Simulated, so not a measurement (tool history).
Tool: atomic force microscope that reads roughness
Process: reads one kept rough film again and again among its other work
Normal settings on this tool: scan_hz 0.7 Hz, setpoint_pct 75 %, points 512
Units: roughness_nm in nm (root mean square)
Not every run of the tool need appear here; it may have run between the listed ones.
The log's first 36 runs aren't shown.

run,hour,scan_hz,setpoint_pct,points,pictures with this tip,hours of work since the height scale was calibrated,roughness_nm
37,290.6,1.029,65,306,61,461,4.65
38,297.7,1.029,65,306,75,467,4.66
39,308.8,1.342,65,916,97,476,4.666
40,315.9,1.342,65,916,111,482,4.689
41,323.1,1.342,65,916,126,487,4.625
# hour 333.3: new tip fitted
42,333.3,0.7,75,306,0,495,4.635
43,342.1,0.566,75,512,17,502,4.665
44,348.7,0.566,75,512,30,507,4.678
45,357.9,0.796,55,512,48,515,4.711
46,365,3.574,55,512,62,520,4.58
47,371.3,1.503,73,512,75,525,4.577
48,378.7,1.503,73,512,90,531,4.57
49,388.2,1.503,73,512,108,539,4.565
50,398.5,0.7,57,512,129,547,4.697
# hour 407.1: new tip fitted
51,408.5,2.999,64,512,2,555,4.518
52,415.5,1.03,83,512,16,560,4.583

Predict each of these 3 candidate next runs independently; none follows another, all start after run 52:
A,420.8,1.03,83,1020,27,564,?
B,420.8,0.7,67,512,27,564,?
C,420.8,0.7,72,512,27,564,?

run,roughness_nm
A,4.591
B,4.642
C,4.67
Stripped of hidden state, with their random variation kept, the same runs would have yielded:
run,roughness_nm
A,4.593
B,4.644
C,4.672
